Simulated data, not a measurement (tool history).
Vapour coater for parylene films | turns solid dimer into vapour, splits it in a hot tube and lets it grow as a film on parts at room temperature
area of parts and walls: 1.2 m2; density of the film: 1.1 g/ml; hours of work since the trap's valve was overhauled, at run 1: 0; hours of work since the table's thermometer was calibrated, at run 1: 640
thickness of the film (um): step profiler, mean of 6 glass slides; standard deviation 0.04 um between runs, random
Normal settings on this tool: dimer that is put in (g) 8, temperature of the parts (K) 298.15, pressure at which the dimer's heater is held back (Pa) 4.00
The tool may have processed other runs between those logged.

| run | hour | dimer that is put in (g) | temperature of the parts (K) | pressure at which the dimer's heater is held back (Pa) | hours of work since the trap's valve was overhauled | hours of work since the table's thermometer was calibrated | thickness of the film (um) |
|---|---|---|---|---|---|---|---|
| 1 | 0.0 | 8 | 298.15 | 4.00 | 0 | 640 | 4.36 |
| 2 | 35.3 | 8 | 298.15 | 4.00 | 23 | 663 | 4.39 |
| 3 | 75.0 | 8 | 301.15 | 4.00 | 49 | 689 | 4.13 |
| 4 | 92.7 | 8 | 301.15 | 4.00 | 61 | 701 | 4.12 |
| 5 | 118.6 | 8 | 301.15 | 4.00 | 78 | 718 | 4.10 |
| 6 | 154.1 | 8 | 303.15 | 4.00 | 101 | 741 | 3.98 |
| 7 | 172.7 | 8 | 298.15 | 3.86 | 113 | 753 | 4.33 |
| 8 | 195.7 | 8 | 298.15 | 4.00 | 128 | 768 | 4.30 |
| 9 | 224.3 | 8 | 298.15 | 4.00 | 147 | 787 | 4.22 |
| 10 | 260.8 | 8 | 298.15 | 4.00 | 171 | 811 | 4.23 |
| 11 | 301.2 | 8 | 292.15 | 4.00 | 198 | 838 | 4.60 |
| 12 | 317.6 | 8 | 292.15 | 6.39 | 208 | 848 | 4.25 |
| 13 | 350.3 | 8 | 292.15 | 6.39 | 230 | 870 | 4.21 |
| 14 | 374.1 | 8 | 292.15 | 6.39 | 245 | 885 | 4.23 |
| 15 | 414.2 | 8 | 298.15 | 2.53 | 272 | 912 | 4.60 |
| 16 | 445.0 | 8 | 298.15 | 2.53 | 292 | 932 | 4.54 |
| 17 | 476.5 | 8 | 298.15 | 2.53 | 313 | 953 | 4.55 |
| 18 | 497.6 | 8 | 298.15 | 2.53 | 326 | 966 | 4.60 |
| 19 | 518.6 | 8 | 298.15 | 2.53 | 340 | 980 | 4.58 |
| 20 | 557.5 | 8 | 306.15 | 2.53 | 366 | 1006 | 4.07 |
|  | 563.7 | trap's valve overhauled |
| 21 | 595.1 | 8 | 298.15 | 4.00 | 21 | 1028 | 4.00 |
| 22 | 624.2 | 8 | 298.15 | 4.00 | 40 | 1047 | 4.00 |
| 23 | 644.7 | 8 | 298.15 | 4.00 | 53 | 1060 | 4.05 |
| 24 | 679.6 | 8 | 298.15 | 4.00 | 76 | 1083 | 3.94 |
| 25 | 701.8 | 8 | 298.15 | 4.00 | 91 | 1098 | 3.92 |
|  | 720.7 | trap's valve overhauled, once more |
| 26 | 731.6 | 8 | 298.15 | 4.00 | 7 | 1115 | 4.35 |
| 27 | 764.8 | 8 | 304.15 | 9.90 | 29 | 1137 | 3.33 |
| 28 | 803.0 | 8 | 302.15 | 9.90 | 54 | 1162 | 3.41 |
| 29 | 840.1 | 8 | 302.15 | 3.26 | 78 | 1186 | 4.25 |
| 30 | 859.4 | 8 | 302.15 | 3.26 | 91 | 1199 | 4.28 |
| 31 | 879.9 | 3 | 298.15 | 4.00 | 104 | 1212 | 1.62 |
| 32 | 914.2 | 3 | 295.15 | 9.76 | 127 | 1235 | 1.41 |
| 33 | 954.2 | 3 | 295.15 | 9.76 | 153 | 1261 | 1.41 |
| 34 | 988.8 | 3 | 295.15 | 9.76 | 176 | 1283 | 1.39 |
| 35 | 1016.5 | 5 | 298.15 | 10.81 | 194 | 1302 | 2.13 |
| 36 | 1048.4 | 6 | 303.15 | 8.15 | 215 | 1323 | 2.49 |
| 37 | 1082.1 | 7 | 300.15 | 4.00 | 237 | 1345 | 3.60 |
| 38 | 1116.3 | 7 | 300.15 | 7.57 | 260 | 1367 | 3.12 |
| 39 | 1143.5 | 9 | 310.15 | 10.91 | 277 | 1385 | 3.15 |
| 40 | 1173.4 | 6 | 299.15 | 5.59 | 297 | 1405 | 2.91 |
| 41 | 1197.2 | 6 | 299.15 | 5.59 | 313 | 1420 | 2.88 |
| 42 | 1220.1 | 5 | 298.15 | 6.98 | 328 | 1435 | 2.30 |
| 43 | 1237.5 | 5 | 298.15 | 6.98 | 339 | 1447 | 2.33 |
| 44 | 1268.4 | 5 | 298.15 | 2.69 | 359 | 1467 | 2.86 |
| 45 | 1304.6 | 3 | 298.15 | 10.51 | 383 | 1491 | 1.23 |
| 46 | 1334.1 | 3 | 298.15 | 10.51 | 402 | 1510 | 1.25 |
| 47 | 1372.9 | 12 | 302.15 | 2.79 | 428 | 1536 | 6.14 |

Entry by entry between the runs, the difference in hidden state between the last listed run before and the first listed run after:
Runs 20 to 21: trap's valve overhauled (hour 563.7)
  vapour lost through the trap's worn valve, %: 5.4 -> 8.4; true temperature of the parts over the reading, C: 0.23 -> 0.24
  what was measured, less what the result would be without the hidden state, thickness of the film (um): -0.25 -> -0.38
Runs 25 to 26: trap's valve overhauled, once more (hour 720.7)
  vapour lost through the trap's worn valve, %: 9.4 -> 0.1; true temperature of the parts over the reading, C: 0.25 -> 0.26
  what was measured, less what the result would be without the hidden state, thickness of the film (um): -0.43 -> -0.02
